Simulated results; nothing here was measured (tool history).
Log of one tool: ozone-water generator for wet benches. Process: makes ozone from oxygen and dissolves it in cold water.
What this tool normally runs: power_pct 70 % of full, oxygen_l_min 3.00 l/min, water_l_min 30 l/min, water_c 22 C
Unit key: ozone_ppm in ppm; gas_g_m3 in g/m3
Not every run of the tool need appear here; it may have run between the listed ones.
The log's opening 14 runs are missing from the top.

run	day	power_pct	oxygen_l_min	water_l_min	water_c	hours of work since the electrodes were changed	hours of work since the contactor was cleaned	hours of work since the thermometer was calibrated	ozone_ppm	gas_g_m3
15	68.108	70	3.00	30	22	5203	4707	445	6.5	148.3
16	73.550	70	3.00	30	22	5330	4834	572	6.5	150.0
17	78.679	74	3.00	39	16	5449	4953	691	5.3	154.4
18	85.008	74	2.61	22	21	5597	5101	839	8.9	165.5
19	88.421	74	2.61	22	21	5676	5180	918	8.9	163.9
20	92.575	87	2.01	30	25	5773	5277	1015	6.7	215.8
# day 98.329: contactor cleaned
21	99.754	70	3.00	38	22	5937	33	1178	5.7	144.1
22	104.112	68	3.04	38	22	6038	135	1280	5.5	139.7
23	108.679	68	3.04	38	21	6145	241	1386	5.4	139.5
24	114.562	68	3.04	38	21	6282	378	1523	5.4	137.7
25	120.383	44	3.04	21	21	6417	514	1659	7.0	104.7
26	126.717	70	4.94	36	15	6565	661	1807	6.2	103.4
27	133.625	64	3.00	19	21	6726	822	1968	9.5	132.5
28	139.712	64	3.09	21	26	6868	964	2109	8.1	129.4
29	143.242	64	3.09	21	20	6950	1046	2192	8.6	127.5
30	150.158	70	1.66	30	23	7111	1207	2353	5.8	201.5
31	155.771	70	1.66	30	23	7242	1338	2484	5.8	199.0
32	162.550	65	3.24	24	17	7400	1496	2641	8.0	123.9

Branching from run 32: 4 alternative next runs. What would each branch give?
A	167.300	43	3.00	30	22	7510	1607	2752	?	?
B	167.300	65	2.06	22	23	7510	1607	2752	?	?
C	167.300	70	1.93	45	21	7510	1607	2752	?	?
D	167.300	70	1.77	30	22	7510	1607	2752	?	?

run	ozone_ppm	gas_g_m3
A	4.7	100.9
B	7.8	164.1
C	3.9	179.4
D	5.8	188.5
The same runs, with their run-to-run variation unchanged, on a tool lacking any hidden condition would have given:
run	ozone_ppm	gas_g_m3
A	5.9	122.1
B	10.6	215.8
C	5.4	239.8
D	8.0	252.1
